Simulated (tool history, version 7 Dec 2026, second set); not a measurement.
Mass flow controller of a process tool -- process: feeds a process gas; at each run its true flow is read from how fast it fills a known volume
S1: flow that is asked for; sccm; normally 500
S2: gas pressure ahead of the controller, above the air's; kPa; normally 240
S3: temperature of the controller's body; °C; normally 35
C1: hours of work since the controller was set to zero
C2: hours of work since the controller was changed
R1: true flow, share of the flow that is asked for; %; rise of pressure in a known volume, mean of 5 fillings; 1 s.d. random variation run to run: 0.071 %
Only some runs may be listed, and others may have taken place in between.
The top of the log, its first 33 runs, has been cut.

Run 34, hour 3331.7: usual settings but S1 262 sccm, S2 156 kPa, S3 25 °C; C1 3770; C2 3770. Result: R1 99.50 %.
Run 35, hour 3453.9: usual settings but S1 156 sccm, S2 249 kPa, S3 27 °C; C1 3857; C2 3857. Result: R1 101.59 %.
Run 36, hour 3590.5: usual settings but S1 156 sccm, S2 249 kPa, S3 27 °C; C1 3955; C2 3955. Result: R1 101.78 %.
Run 37, hour 3682.4: usual settings but S1 156 sccm, S2 249 kPa, S3 27 °C; C1 4021; C2 4021. Result: R1 101.77 %.
Run 38, hour 3753.2: usual settings but S1 346 sccm, S3 33 °C; C1 4072; C2 4072. Result: R1 100.43 %.
Run 39, hour 3857.2: usual settings but S1 270 sccm, S2 254 kPa, S3 31 °C; C1 4146; C2 4146. Result: R1 100.73 %.
Run 40, hour 3992.2: usual settings but S1 373 sccm, S2 143 kPa, S3 22 °C; C1 4243; C2 4243. Result: R1 98.82 %.
Run 41, hour 4110.8: usual settings but S1 373 sccm, S2 143 kPa, S3 22 °C; C1 4328; C2 4328. Result: R1 98.97 %.
Run 42, hour 4205.7: usual settings but S1 488 sccm, S2 278 kPa, S3 32 °C; C1 4396; C2 4396. Result: R1 100.10 %.
Run 43, hour 4311.6: usual settings but S1 118 sccm, S2 278 kPa, S3 32 °C; C1 4472; C2 4472. Result: R1 103.77 %.
Run 44, hour 4448.5: usual settings but S1 118 sccm, S2 278 kPa, S3 32 °C; C1 4570; C2 4570. Result: R1 104.10 %.
Run 45, hour 4568.6: usual settings but S1 415 sccm, S2 259 kPa, S3 34 °C; C1 4656; C2 4656. Result: R1 100.46 %.
Run 46, hour 4703.5: usual settings but S1 329 sccm, S2 179 kPa, S3 24 °C; C1 4753; C2 4753. Result: R1 99.43 %.
Run 47, hour 4806.2: usual settings but S1 329 sccm, S2 179 kPa, S3 24 °C; C1 4827; C2 4827. Result: R1 99.50 %.

Here are 3 independent what-if runs from the current tool condition. What would each one return?
Run A, hour 4933.6: usual settings but S1 522 sccm, S2 144 kPa, S3 24 °C; C1 4918; C2 4918. Result: R1 ?.
Run B, hour 4933.6: usual settings but S1 362 sccm, S2 255 kPa, S3 37 °C; C1 4918; C2 4918. Result: R1 ?.
Run C, hour 4933.6: usual settings but S1 118 sccm; C1 4918; C2 4918. Result: R1 ?.

run      R1
  A   98.66
  B  100.83
  C  104.55
Had the tool no hidden state, the same runs would have come out as:
run      R1
  A   99.23
  B  100.81
  C  100.48
